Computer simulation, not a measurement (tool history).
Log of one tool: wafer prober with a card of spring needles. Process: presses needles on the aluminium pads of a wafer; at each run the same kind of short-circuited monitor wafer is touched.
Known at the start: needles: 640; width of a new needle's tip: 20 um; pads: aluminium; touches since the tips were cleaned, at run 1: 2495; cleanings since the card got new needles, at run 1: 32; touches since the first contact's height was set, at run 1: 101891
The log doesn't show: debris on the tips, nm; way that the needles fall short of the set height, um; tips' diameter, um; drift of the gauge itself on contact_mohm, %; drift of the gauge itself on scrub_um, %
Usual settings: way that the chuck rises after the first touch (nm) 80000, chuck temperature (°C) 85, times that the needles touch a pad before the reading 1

| run | day | way that the chuck rises after the first touch (nm) | chuck temperature (°C) | times that the needles touch a pad before the reading | touches since the tips were cleaned | cleanings since the card got new needles | touches since the first contact's height was set | resistance of one needle with its contact and lead (mohm) | way that a needle slides on the pad (nm) |
|---|---|---|---|---|---|---|---|---|---|
| 1 | 0 | 80000 | 85 | 1 | 2495 | 32 | 101891 | 428 | 14240 |
|  | 0.054 | tips cleaned on abrasive film |
|  | 0.417 | tips cleaned on abrasive film |
|  | 0.771 | tips cleaned on abrasive film |
|  | 1.092 | tips cleaned on abrasive film |
| 2 | 1.092 | 80000 | 85 | 1 | 0 | 36 | 111287 | 262 | 13940 |
|  | 1.408 | tips cleaned on abrasive film |
|  | 1.767 | tips cleaned on abrasive film |
| 3 | 2.05 | 80000 | 85 | 1 | 2468 | 38 | 119617 | 430 | 14010 |
|  | 2.129 | tips cleaned on abrasive film |
|  | 2.467 | tips cleaned on abrasive film |
| 4 | 2.738 | 80000 | 85 | 1 | 2363 | 40 | 125565 | 433 | 13960 |
|  | 2.8 | tips cleaned on abrasive film |
|  | 3.171 | tips cleaned on abrasive film |
|  | 3.517 | tips cleaned on abrasive film |
| 5 | 3.767 | 70000 | 85 | 1 | 2191 | 43 | 134459 | 497 | 12050 |
|  | 3.846 | tips cleaned on abrasive film |
|  | 4.167 | tips cleaned on abrasive film |
|  | 4.321 | tips cleaned on abrasive film, once more |
|  | 4.692 | tips cleaned on abrasive film |
| 6 | 4.888 | 80000 | 85 | 1 | 1714 | 47 | 144113 | 409 | 13870 |
|  | 4.975 | height of the first contact set anew |
|  | 5.05 | tips cleaned on abrasive film |
|  | 5.425 | tips cleaned on abrasive film |
|  | 5.796 | tips cleaned on abrasive film |
| 7 | 6.038 | 82000 | 85 | 1 | 2099 | 50 | 9184 | 393 | 15130 |
|  | 6.112 | tips cleaned on abrasive film |
|  | 6.433 | tips cleaned on abrasive film |
|  | 6.738 | tips cleaned on abrasive film |
| 8 | 6.738 | 82000 | 85 | 1 | 0 | 53 | 15199 | 260 | 15140 |
|  | 7.054 | tips cleaned on abrasive film |
| 9 | 7.279 | 82000 | 85 | 1 | 1970 | 54 | 19912 | 409 | 15100 |
|  | 7.358 | tips cleaned on abrasive film |
|  | 7.679 | tips cleaned on abrasive film |
|  | 8.033 | tips cleaned on abrasive film |
| 10 | 8.046 | 80000 | 85 | 1 | 127 | 57 | 26524 | 279 | 14640 |
|  | 8.367 | tips cleaned on abrasive film |
|  | 8.688 | tips cleaned on abrasive film |
| 11 | 8.938 | 80000 | 85 | 1 | 2174 | 59 | 34251 | 422 | 14720 |
|  | 9.017 | tips cleaned on abrasive film |
|  | 9.333 | tips cleaned on abrasive film |
| 12 | 9.604 | 80000 | 69 | 2 | 2374 | 61 | 40012 | 359 | 14640 |
|  | 9.671 | tips cleaned on abrasive film |
|  | 10.021 | tips cleaned on abrasive film |
| 13 | 10.092 | 91000 | 51 | 1 | 622 | 63 | 44209 | 304 | 16770 |
|  | 10.358 | tips cleaned on abrasive film |
|  | 10.725 | tips cleaned on abrasive film |
|  | 11.071 | tips cleaned on abrasive film |
| 14 | 11.129 | 73000 | 77 | 1 | 492 | 66 | 53156 | 323 | 13280 |
|  | 11.379 | tips cleaned on abrasive film |
|  | 11.679 | tips cleaned on abrasive film |
|  | 11.992 | tips cleaned on abrasive film |
| 15 | 12.138 | 80000 | 85 | 1 | 1268 | 69 | 61893 | 395 | 14590 |
|  | 12.329 | tips cleaned on abrasive film |
|  | 12.675 | tips cleaned on abrasive film |
| 16 | 12.779 | 80000 | 85 | 1 | 890 | 71 | 67412 | 362 | 14450 |
|  | 12.992 | tips cleaned on abrasive film |
|  | 13.346 | tips cleaned on abrasive film |
| 17 | 13.429 | 80000 | 85 | 1 | 747 | 73 | 73047 | 342 | 14410 |
|  | 13.717 | tips cleaned on abrasive film |
| 18 | 13.925 | 80000 | 85 | 1 | 1828 | 74 | 77350 | 424 | 14490 |
|  | 14.079 | tips cleaned on abrasive film |
|  | 14.412 | tips cleaned on abrasive film |
| 19 | 14.608 | 80000 | 32 | 1 | 1726 | 76 | 83264 | 407 | 14400 |
|  | 14.738 | tips cleaned on abrasive film |
|  | 15.092 | tips cleaned on abrasive film |
|  | 15.429 | tips cleaned on abrasive film |
| 20 | 15.658 | 80000 | 32 | 1 | 1990 | 79 | 92326 | 436 | 14370 |

Measured less the same run without the tool's hidden state. The same run-to-run variation is in both; the gauge's scatter may not be:
| run | resistance of one needle with its contact and lead (mohm) | way that a needle slides on the pad (nm) |
|---|---|---|
| 1 | +191 | -600 |
| 2 | +26 | -790 |
| 3 | +196 | -830 |
| 4 | +194 | -870 |
| 5 | +255 | -930 |
| 6 | +172 | -1010 |
| 7 | +155 | -50 |
| 8 | +20 | -110 |
| 9 | +170 | -120 |
| 10 | +39 | -170 |
| 11 | +183 | -210 |
| 12 | +126 | -250 |
| 13 | +80 | -290 |
| 14 | +84 | -330 |
| 15 | +154 | -390 |
| 16 | +125 | -430 |
| 17 | +104 | -470 |
| 18 | +185 | -490 |
| 19 | +187 | -520 |
| 20 | +210 | -580 |

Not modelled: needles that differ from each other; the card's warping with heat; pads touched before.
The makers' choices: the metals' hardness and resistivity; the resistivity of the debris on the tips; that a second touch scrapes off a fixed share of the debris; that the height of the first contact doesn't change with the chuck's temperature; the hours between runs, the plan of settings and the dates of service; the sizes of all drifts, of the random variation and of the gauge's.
